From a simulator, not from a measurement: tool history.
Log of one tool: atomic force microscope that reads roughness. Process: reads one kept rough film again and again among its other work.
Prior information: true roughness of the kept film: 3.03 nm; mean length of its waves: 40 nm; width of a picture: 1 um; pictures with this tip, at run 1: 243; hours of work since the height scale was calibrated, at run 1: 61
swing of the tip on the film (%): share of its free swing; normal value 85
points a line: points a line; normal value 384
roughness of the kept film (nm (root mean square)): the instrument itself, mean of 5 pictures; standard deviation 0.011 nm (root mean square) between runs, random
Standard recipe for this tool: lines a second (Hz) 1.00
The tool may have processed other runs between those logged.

run  hour  lines a second (Hz)  swing of the tip on the film (%)  points a line  pictures with this tip  hours of work since the height scale was calibrated  roughness of the kept film (nm (root mean square))
  1   0.0                 1.00                                85            384                     243                                                   61                                               2.513
  2   4.8                 1.00                                85            384                     255                                                   65                                               2.508
  3  10.6                 1.00                                85            384                     269                                                   69                                               2.495
  4  14.6                 1.00                                85            384                     279                                                   72                                               2.519
  5  19.3                 1.00                                85           1010                     291                                                   76                                               2.494
  6  25.3                 1.00                                85           1010                     306                                                   80                                               2.491
  7  31.2                 1.00                                85            673                     321                                                   84                                               2.500

For run 8, what comes out?
  8  37.4                 0.66                                87            384                     336                                                   89                                                   ?

Logged for run 8: roughness of the kept film (nm (root mean square)) 2.541.
Were there no unlogged condition in the tool, this run, its random variation unchanged, would have produced roughness of the kept film (nm (root mean square)) 2.734.
